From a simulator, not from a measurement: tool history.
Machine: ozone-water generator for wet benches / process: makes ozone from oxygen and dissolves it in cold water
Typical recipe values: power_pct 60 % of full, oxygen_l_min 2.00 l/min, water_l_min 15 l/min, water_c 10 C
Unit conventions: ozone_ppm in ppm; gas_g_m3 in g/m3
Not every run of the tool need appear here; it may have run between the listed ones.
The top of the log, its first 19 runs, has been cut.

run 20 hour=1191.9 | power_pct=60 oxygen_l_min=2.00 water_l_min=11 water_c=12 | ozone_ppm=23.4 gas_g_m3=206.5
run 21 hour=1276.7 | power_pct=60 oxygen_l_min=2.00 water_l_min=11 water_c=9 | ozone_ppm=23.9 gas_g_m3=205.7
run 22 hour=1332.0 | power_pct=43 oxygen_l_min=2.00 water_l_min=11 water_c=10 | ozone_ppm=19.5 gas_g_m3=170.1
run 23 hour=1404.4 | power_pct=60 oxygen_l_min=2.00 water_l_min=15 water_c=8 | ozone_ppm=18.1 gas_g_m3=203.5
run 24 hour=1461.5 | power_pct=60 oxygen_l_min=2.00 water_l_min=15 water_c=8 | ozone_ppm=18.1 gas_g_m3=204.6
run 25 hour=1533.1 | power_pct=60 oxygen_l_min=1.32 water_l_min=15 water_c=15 | ozone_ppm=16.1 gas_g_m3=261.9
run 26 hour=1579.6 | power_pct=84 oxygen_l_min=2.00 water_l_min=15 water_c=11 | ozone_ppm=21.2 gas_g_m3=242.5
run 27 hour=1652.3 | power_pct=68 oxygen_l_min=1.01 water_l_min=10 water_c=9 | ozone_ppm=25.0 gas_g_m3=330.0
run 28 hour=1697.9 | power_pct=76 oxygen_l_min=3.14 water_l_min=15 water_c=10 | ozone_ppm=21.4 gas_g_m3=176.1
run 29 hour=1759.4 | power_pct=92 oxygen_l_min=3.14 water_l_min=20 water_c=10 | ozone_ppm=18.2 gas_g_m3=197.6
run 30 hour=1803.4 | power_pct=60 oxygen_l_min=2.47 water_l_min=15 water_c=10 | ozone_ppm=18.4 gas_g_m3=181.5
run 31 hour=1849.6 | power_pct=60 oxygen_l_min=2.47 water_l_min=15 water_c=10 | ozone_ppm=18.5 gas_g_m3=181.6
run 32 hour=1928.0 | power_pct=60 oxygen_l_min=2.00 water_l_min=15 water_c=12 | ozone_ppm=17.6 gas_g_m3=202.0
run 33 hour=1971.8 | power_pct=60 oxygen_l_min=2.00 water_l_min=15 water_c=12 | ozone_ppm=17.4 gas_g_m3=203.4

Predict each of these 3 candidate next runs independently; none follows another, all start after run 33:
run A hour=2060.3 | power_pct=60 oxygen_l_min=2.00 water_l_min=15 water_c=13 | ozone_ppm=? gas_g_m3=?
run B hour=2060.3 | power_pct=60 oxygen_l_min=2.00 water_l_min=11 water_c=12 | ozone_ppm=? gas_g_m3=?
run C hour=2060.3 | power_pct=83 oxygen_l_min=2.00 water_l_min=15 water_c=15 | ozone_ppm=? gas_g_m3=?

run=A ozone_ppm=17.4 gas_g_m3=206.0
run=B ozone_ppm=23.5 gas_g_m3=202.3
run=C ozone_ppm=20.4 gas_g_m3=243.9
Take away the tool's hidden state, keep each run's random variation, and the runs would have read:
run=A ozone_ppm=17.4 gas_g_m3=210.9
run=B ozone_ppm=23.5 gas_g_m3=207.1
run=C ozone_ppm=20.4 gas_g_m3=249.7
